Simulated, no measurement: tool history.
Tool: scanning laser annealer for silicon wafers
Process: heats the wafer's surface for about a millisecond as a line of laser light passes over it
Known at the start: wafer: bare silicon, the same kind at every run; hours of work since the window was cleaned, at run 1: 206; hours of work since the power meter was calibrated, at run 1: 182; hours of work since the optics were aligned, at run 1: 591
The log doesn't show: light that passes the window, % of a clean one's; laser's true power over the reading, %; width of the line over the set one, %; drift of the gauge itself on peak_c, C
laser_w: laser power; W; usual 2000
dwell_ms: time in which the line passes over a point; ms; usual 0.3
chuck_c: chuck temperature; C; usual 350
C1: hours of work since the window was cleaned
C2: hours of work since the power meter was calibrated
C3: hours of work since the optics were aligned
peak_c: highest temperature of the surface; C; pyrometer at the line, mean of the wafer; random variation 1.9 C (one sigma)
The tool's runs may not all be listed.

run 1 day=0 | laser_w=2000 dwell_ms=0.3 chuck_c=350 | C1=206 C2=182 C3=591 | peak_c=1138
run 2 day=0.258 | laser_w=2000 dwell_ms=0.3 chuck_c=350 | C1=210 C2=186 C3=596 | peak_c=1131
run 3 day=0.508 | laser_w=2000 dwell_ms=0.3 chuck_c=351 | C1=214 C2=190 C3=600 | peak_c=1134
run 4 day=0.979 | laser_w=2000 dwell_ms=0.3 chuck_c=351 | C1=223 C2=198 C3=608 | peak_c=1133
run 5 day=1.417 | laser_w=2000 dwell_ms=0.3 chuck_c=351 | C1=230 C2=206 C3=615 | peak_c=1134
run 6 day=1.683 | laser_w=2000 dwell_ms=0.284 chuck_c=351 | C1=234 C2=210 C3=620 | peak_c=1107
run 7 day=2 | laser_w=2000 dwell_ms=0.284 chuck_c=351 | C1=240 C2=216 C3=625 | peak_c=1108
run 8 day=2.488 | laser_w=1761 dwell_ms=0.3 chuck_c=350 | C1=248 C2=224 C3=634 | peak_c=1040
run 9 day=2.904 | laser_w=1761 dwell_ms=0.3 chuck_c=350 | C1=255 C2=231 C3=641 | peak_c=1036
run 10 day=3.183 | laser_w=2000 dwell_ms=0.3 chuck_c=350 | C1=260 C2=236 C3=645 | peak_c=1127
-- day=3.425 optics aligned, line set to its width
run 11 day=3.725 | laser_w=2000 dwell_ms=0.3 chuck_c=350 | C1=266 C2=242 C3=5 | peak_c=1128
run 12 day=4.092 | laser_w=2000 dwell_ms=0.3 chuck_c=350 | C1=272 C2=248 C3=11 | peak_c=1125
run 13 day=4.4 | laser_w=2000 dwell_ms=0.3 chuck_c=350 | C1=277 C2=253 C3=17 | peak_c=1120
run 14 day=4.846 | laser_w=2185 dwell_ms=0.309 chuck_c=358 | C1=285 C2=261 C3=24 | peak_c=1216
run 15 day=5.3 | laser_w=2185 dwell_ms=0.309 chuck_c=358 | C1=292 C2=268 C3=32 | peak_c=1217
run 16 day=5.529 | laser_w=1987 dwell_ms=0.356 chuck_c=319 | C1=296 C2=272 C3=36 | peak_c=1158
-- day=5.879 window over the wafer cleaned
run 17 day=5.917 | laser_w=2000 dwell_ms=0.315 chuck_c=377 | C1=1 C2=277 C3=41 | peak_c=1211
run 18 day=6.292 | laser_w=1972 dwell_ms=0.224 chuck_c=347 | C1=7 C2=284 C3=47 | peak_c=1027
-- day=6.767 optics aligned, line set to its width, once more
run 19 day=6.983 | laser_w=2000 dwell_ms=0.369 chuck_c=321 | C1=15 C2=292 C3=4 | peak_c=1232
run 20 day=7.325 | laser_w=1873 dwell_ms=0.3 chuck_c=369 | C1=21 C2=298 C3=10 | peak_c=1131
run 21 day=7.788 | laser_w=1917 dwell_ms=0.274 chuck_c=350 | C1=29 C2=306 C3=17 | peak_c=1091
run 22 day=8.262 | laser_w=1810 dwell_ms=0.335 chuck_c=320 | C1=37 C2=314 C3=25 | peak_c=1099
run 23 day=8.633 | laser_w=1774 dwell_ms=0.263 chuck_c=320 | C1=43 C2=320 C3=32 | peak_c=991
run 24 day=9.142 | laser_w=2000 dwell_ms=0.229 chuck_c=374 | C1=52 C2=329 C3=40 | peak_c=1073
run 25 day=9.488 | laser_w=2049 dwell_ms=0.294 chuck_c=361 | C1=58 C2=335 C3=46 | peak_c=1179

Forecast each of these 3 alternatives for the next run:
run A day=9.796 | laser_w=2079 dwell_ms=0.233 chuck_c=361 | C1=63 C2=340 C3=52 | peak_c=?
run B day=9.796 | laser_w=1965 dwell_ms=0.237 chuck_c=350 | C1=63 C2=340 C3=52 | peak_c=?
run C day=9.796 | laser_w=2108 dwell_ms=0.345 chuck_c=320 | C1=63 C2=340 C3=52 | peak_c=?

run=A peak_c=1092
run=B peak_c=1048
run=C peak_c=1236
Without the tool's hidden state the same runs would have given:
run=A peak_c=1100
run=B peak_c=1056
run=C peak_c=1246
